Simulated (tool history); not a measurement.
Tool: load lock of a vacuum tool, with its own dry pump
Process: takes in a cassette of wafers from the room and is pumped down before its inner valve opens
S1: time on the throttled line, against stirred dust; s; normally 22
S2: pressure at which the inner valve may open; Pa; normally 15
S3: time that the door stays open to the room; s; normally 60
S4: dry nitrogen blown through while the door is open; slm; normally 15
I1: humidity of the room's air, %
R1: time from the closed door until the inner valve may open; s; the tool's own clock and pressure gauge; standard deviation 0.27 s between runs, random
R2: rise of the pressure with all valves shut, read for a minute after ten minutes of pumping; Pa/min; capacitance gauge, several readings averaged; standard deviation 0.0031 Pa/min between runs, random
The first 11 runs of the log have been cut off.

run 12 hour=708.2 | S1=22 S2=15 S3=60 S4=15 | I1=46.6 | R1=31.3 R2=0.119
run 13 hour=781.2 | S1=22 S2=15 S3=60 S4=15 | I1=48.1 | R1=31.2 R2=0.127
run 14 hour=834.0 | S1=22 S2=15 S3=60 S4=15 | I1=43.5 | R1=31.2 R2=0.113
run 15 hour=892.2 | S1=22 S2=15 S3=60 S4=15 | I1=42.7 | R1=31.7 R2=0.111
run 16 hour=932.9 | S1=22 S2=15 S3=31 S4=15 | I1=45.0 | R1=31.5 R2=0.092
run 17 hour=997.1 | S1=22 S2=15 S3=75 S4=15 | I1=45.3 | R1=31.9 R2=0.127
run 18 hour=1071.9 | S1=20 S2=15 S3=60 S4=15 | I1=45.8 | R1=29.4 R2=0.121
run 19 hour=1109.8 | S1=14 S2=15 S3=60 S4=15 | I1=45.9 | R1=24.4 R2=0.118
run 20 hour=1182.6 | S1=14 S2=15 S3=60 S4=15 | I1=45.6 | R1=24.5 R2=0.123
run 21 hour=1249.6 | S1=18 S2=15 S3=48 S4=12 | I1=44.5 | R1=28.2 R2=0.114
run 22 hour=1297.2 | S1=36 S2=11 S3=151 S4=15 | I1=47.5 | R1=43.9 R2=0.172
run 23 hour=1337.9 | S1=22 S2=12 S3=217 S4=15 | I1=45.9 | R1=31.6 R2=0.180
run 24 hour=1387.4 | S1=22 S2=12 S3=217 S4=15 | I1=41.6 | R1=31.5 R2=0.172
run 25 hour=1441.3 | S1=22 S2=12 S3=217 S4=15 | I1=44.8 | R1=31.7 R2=0.183
run 26 hour=1493.6 | S1=22 S2=15 S3=60 S4=25 | I1=42.6 | R1=31.4 R2=0.103
run 27 hour=1536.0 | S1=43 S2=15 S3=60 S4=9 | I1=45.6 | R1=49.6 R2=0.137
run 28 hour=1619.9 | S1=24 S2=12 S3=60 S4=5 | I1=45.2 | R1=33.7 R2=0.140
run 29 hour=1709.1 | S1=22 S2=15 S3=76 S4=15 | I1=46.9 | R1=32.2 R2=0.136
run 30 hour=1790.0 | S1=26 S2=18 S3=76 S4=15 | I1=50.1 | R1=35.2 R2=0.142

Run 31 is up next; what results do you expect?
run 31 hour=1852.3 | S1=26 S2=18 S3=76 S4=15 | I1=42.3 | R1=? R2=?

Run 31 came out at R1 35.3 s, R2 0.134 Pa/min.
Minus the tool's unlogged condition, the same run would have read R1 34.9 s, R2 0.101 Pa/min.

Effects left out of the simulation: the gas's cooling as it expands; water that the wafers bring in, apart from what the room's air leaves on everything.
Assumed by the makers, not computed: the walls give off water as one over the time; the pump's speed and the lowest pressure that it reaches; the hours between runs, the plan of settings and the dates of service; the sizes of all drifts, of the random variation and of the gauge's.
